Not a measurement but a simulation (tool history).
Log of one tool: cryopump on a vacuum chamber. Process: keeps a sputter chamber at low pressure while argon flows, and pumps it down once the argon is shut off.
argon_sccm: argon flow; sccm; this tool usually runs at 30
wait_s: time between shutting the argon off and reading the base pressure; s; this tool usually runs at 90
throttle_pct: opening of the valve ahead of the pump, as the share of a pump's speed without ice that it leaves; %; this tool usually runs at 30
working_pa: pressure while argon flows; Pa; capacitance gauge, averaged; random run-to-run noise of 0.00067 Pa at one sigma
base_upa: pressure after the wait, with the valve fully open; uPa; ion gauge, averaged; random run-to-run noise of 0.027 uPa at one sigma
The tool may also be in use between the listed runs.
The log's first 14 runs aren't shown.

| run | hour | argon_sccm | wait_s | throttle_pct | working_pa | base_upa |
|---|---|---|---|---|---|---|
| 15 | 974.9 | 30 | 90 | 30 | 0.1168 | 1.63 |
| 16 | 1043.9 | 30 | 90 | 30 | 0.1161 | 1.68 |
| 17 | 1141.8 | 30 | 235 | 30 | 0.1181 | 1.11 |
|  | 1238.8 | pump warmed up, emptied and cooled again |
| 18 | 1241.8 | 15 | 90 | 60 | 0.0278 | 1.63 |
| 19 | 1323.3 | 51 | 42 | 15 | 0.3728 | 2.77 |
| 20 | 1427.2 | 51 | 42 | 15 | 0.3801 | 2.80 |
| 21 | 1528.6 | 23 | 265 | 37 | 0.0712 | 1.00 |
| 22 | 1577.5 | 23 | 265 | 37 | 0.0708 | 1.04 |
| 23 | 1659.2 | 34 | 294 | 20 | 0.1917 | 1.08 |
| 24 | 1714.1 | 34 | 294 | 20 | 0.1916 | 1.09 |
| 25 | 1791.1 | 22 | 47 | 48 | 0.0548 | 2.70 |
| 26 | 1867.3 | 23 | 33 | 48 | 0.0566 | 3.63 |
| 27 | 1961.4 | 23 | 33 | 48 | 0.0591 | 3.61 |
| 28 | 2005.6 | 52 | 119 | 20 | 0.2985 | 1.68 |
| 29 | 2081.0 | 22 | 119 | 30 | 0.0878 | 1.68 |
|  | 2113.3 | pump warmed up, emptied and cooled again |
| 30 | 2183.4 | 52 | 28 | 30 | 0.1929 | 4.15 |
| 31 | 2256.4 | 15 | 24 | 30 | 0.0558 | 4.60 |
|  | 2311.9 | leaking fittings of the chamber tightened, without venting |
| 32 | 2331.8 | 30 | 73 | 40 | 0.0848 | 1.55 |
| 33 | 2423.1 | 12 | 122 | 40 | 0.0346 | 1.07 |

Here are 4 independent what-if runs from the current tool condition. What would each one return?
| A | 2495.2 | 25 | 78 | 23 | ? | ? |
| B | 2495.2 | 15 | 37 | 15 | ? | ? |
| C | 2495.2 | 12 | 202 | 22 | ? | ? |
| D | 2495.2 | 24 | 80 | 49 | ? | ? |

| run | working_pa | base_upa |
|---|---|---|
| A | 0.1226 | 1.50 |
| B | 0.1106 | 2.84 |
| C | 0.0620 | 0.76 |
| D | 0.0570 | 1.48 |
Without the tool's unlogged condition, the same runs would have read:
| run | working_pa | base_upa |
|---|---|---|
| A | 0.1191 | 1.36 |
| B | 0.1085 | 2.71 |
| C | 0.0603 | 0.62 |
| D | 0.0536 | 1.35 |

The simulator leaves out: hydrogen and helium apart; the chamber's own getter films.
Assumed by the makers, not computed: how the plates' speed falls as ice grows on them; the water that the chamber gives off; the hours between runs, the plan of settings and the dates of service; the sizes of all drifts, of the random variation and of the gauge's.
